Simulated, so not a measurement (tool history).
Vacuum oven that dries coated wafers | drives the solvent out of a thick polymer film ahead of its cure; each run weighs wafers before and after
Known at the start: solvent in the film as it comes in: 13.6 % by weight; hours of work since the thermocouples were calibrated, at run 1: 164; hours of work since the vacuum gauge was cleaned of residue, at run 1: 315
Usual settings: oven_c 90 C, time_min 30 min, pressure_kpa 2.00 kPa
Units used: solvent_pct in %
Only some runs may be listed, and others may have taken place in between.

run    hour  oven_c  time_min  pressure_kpa  hours of work since the thermocouples were calibrated  hours of work since the vacuum gauge was cleaned of residue  solvent_pct
  1     0.0      90        30          2.00                                                    164                                                          315         1.11
  2    47.7      90        30          2.00                                                    196                                                          347         1.12
  3   132.8      90        30          2.00                                                    254                                                          404         1.13
  4   212.4      90        17          2.00                                                    307                                                          458         2.74
  5   263.2      90        17          2.00                                                    342                                                          492         2.68
  6   314.2      90        18          2.00                                                    376                                                          527         2.50
  7   352.6      90        30          2.00                                                    402                                                          552         1.17
  8   417.7      90        43          2.00                                                    446                                                          596         0.72
  9   502.4      90        30          2.00                                                    503                                                          654         1.16
 10   557.7      90        30          2.00                                                    540                                                          691         1.22
 11   636.4      90        30          5.87                                                    593                                                          744         2.05
 12   696.7      90        30          5.87                                                    634                                                          785         1.96
 13   778.2      90        30          5.87                                                    689                                                          840         2.05
 14   825.0      90        30          5.87                                                    721                                                          871         2.03
 15   883.3      90        30          5.87                                                    760                                                          911         2.08
 16   955.8      90        30          2.00                                                    809                                                          959         1.29
 17  1002.7      90        30          2.00                                                    840                                                          991         1.32
     1031.2  -- vacuum gauge cleaned of residue and calibrated
 18  1088.5      90        30          2.00                                                    897                                                           39         1.21
 19  1142.2      90        30          2.00                                                    934                                                           75         1.21
 20  1182.2      90        30          2.00                                                    961                                                          102         1.28
 21  1255.3      90        30          1.03                                                   1010                                                          151         1.07
 22  1310.7      90        30          2.00                                                   1047                                                          189         1.27
 23  1377.9      82        30          2.00                                                   1093                                                          234         2.95
 24  1451.6      84        24          2.00                                                   1142                                                          284         3.27
 25  1514.5      84        17          2.00                                                   1185                                                          326         4.62
 26  1569.5      84        32          1.68                                                   1222                                                          363         2.24
 27  1642.7      84        32          1.68                                                   1271                                                          413         2.30
 28  1684.8      84        32          1.68                                                   1300                                                          441         2.33
 29  1757.2      91        30          3.85                                                   1348                                                          490         1.58

Predict the results of run 30:
 30  1806.8      92        25          1.40                                                   1382                                                          523            ?

solvent_pct: 1.35 %
If the tool had no hidden condition, the same run with the same run-to-run variation would have returned solvent_pct 1.01 %.

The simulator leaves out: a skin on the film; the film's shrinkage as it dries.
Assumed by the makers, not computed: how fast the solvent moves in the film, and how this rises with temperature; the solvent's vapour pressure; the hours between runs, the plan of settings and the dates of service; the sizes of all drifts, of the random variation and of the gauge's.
